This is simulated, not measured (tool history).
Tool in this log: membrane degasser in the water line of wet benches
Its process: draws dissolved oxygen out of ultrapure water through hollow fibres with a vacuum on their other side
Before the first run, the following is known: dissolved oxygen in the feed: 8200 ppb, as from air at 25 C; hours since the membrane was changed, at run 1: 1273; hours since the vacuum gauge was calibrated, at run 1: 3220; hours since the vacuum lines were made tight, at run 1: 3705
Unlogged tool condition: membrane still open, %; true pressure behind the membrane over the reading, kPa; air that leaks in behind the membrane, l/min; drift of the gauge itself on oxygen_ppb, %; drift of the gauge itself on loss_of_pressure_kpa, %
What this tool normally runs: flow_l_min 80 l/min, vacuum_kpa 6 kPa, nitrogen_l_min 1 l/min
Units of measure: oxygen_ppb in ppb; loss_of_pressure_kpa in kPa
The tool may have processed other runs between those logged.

run   hour  flow_l_min  vacuum_kpa  nitrogen_l_min  hours since the membrane was changed  hours since the vacuum gauge was calibrated  hours since the vacuum lines were made tight  oxygen_ppb  loss_of_pressure_kpa
  1      0          80           6               1                                  1273                                         3220                                          3705       493.7                 42.87
  2   41.4          80           6               1                                  1314                                         3261                                          3746       502.9                 42.82
  3   71.4          80           6               1                                  1344                                         3291                                          3776       490.6                 42.79
  4   97.4          80           6               1                                  1370                                         3317                                          3802       488.8                 42.77
  5  138.2          80           6               1                                  1411                                         3358                                          3843         494                 43.11
  6    188          80           6            0.74                                  1461                                         3408                                          3893       570.1                 43.02
  7  234.8          80           6               1                                  1507                                         3455                                          3940       494.4                 42.42
  8  260.2          80        4.72               1                                  1533                                         3480                                          3965       339.3                 42.79
  9    286          80           6            1.11                                  1559                                         3506                                          3991       473.2                  42.9
 10  313.1          80           6            1.11                                  1586                                         3533                                          4018       467.4                 42.63
 11  362.2          80        3.94            1.11                                  1635                                         3582                                          4067       231.1                 43.28
 12  389.5          80           6            0.51                                  1662                                         3609                                          4094       669.6                 42.84
     417.3  -- seals of the vacuum lines changed
 13  425.8          94           6            0.51                                  1696                                         3644                                             8       788.3                 49.99
 14  462.4          80        6.92               1                                  1733                                         3680                                            45       602.4                  42.9
 15  510.8         106       11.92               1                                  1781                                         3729                                            93      1474.1                 56.76
 16  537.6          80        4.71            1.23                                  1808                                         3755                                           120         311                 42.91
 17  579.2          80       14.56            0.61                                  1850                                         3797                                           162      1881.3                 42.92
 18  601.4          80       14.56            0.61                                  1872                                         3819                                           184      1870.7                 43.02
 19    650          80       14.56            0.61                                  1921                                         3868                                           233      1889.7                 42.89
 20  671.5          73        7.72            1.42                                  1942                                         3889                                           254       523.5                 39.34
 21  720.4         110        9.27            0.58                                  1991                                         3938                                           303      1446.7                 58.97
 22    774          71       11.67            0.45                                  2045                                         3992                                           357      1588.1                 38.02
 23  800.4          97        4.51               1                                  2071                                         4018                                           383       423.4                 51.92
 24    849          97        4.51               1                                  2120                                         4067                                           432       421.6                 51.98
 25  870.9          97        4.95            1.69                                  2141                                         4089                                           454       404.8                 51.76
 26    896          97        4.95            1.69                                  2167                                         4114                                           479       407.4                 51.75

Below are 4 alternative next runs, each starting from the tool's condition after run 26. Predict each:
  A  945.3          61           6               1                                  2216                                         4163                                           528           ?                     ?
  B  945.3         118       14.11            1.69                                  2216                                         4163                                           528           ?                     ?
  C  945.3          90        4.95            1.69                                  2216                                         4163                                           528           ?                     ?
  D  945.3          98        8.99            0.85                                  2216                                         4163                                           528           ?                     ?

run  oxygen_ppb  loss_of_pressure_kpa
  A       365.5                 32.88
  B      1461.2                 62.95
  C       352.7                 48.57
  D      1109.2                 52.79
Take away the tool's hidden state, keep each run's random variation, and the runs would have read:
run  oxygen_ppb  loss_of_pressure_kpa
  A       350.3                 32.42
  B      1439.7                 62.05
  C       333.2                 47.88
  D      1084.9                 52.05

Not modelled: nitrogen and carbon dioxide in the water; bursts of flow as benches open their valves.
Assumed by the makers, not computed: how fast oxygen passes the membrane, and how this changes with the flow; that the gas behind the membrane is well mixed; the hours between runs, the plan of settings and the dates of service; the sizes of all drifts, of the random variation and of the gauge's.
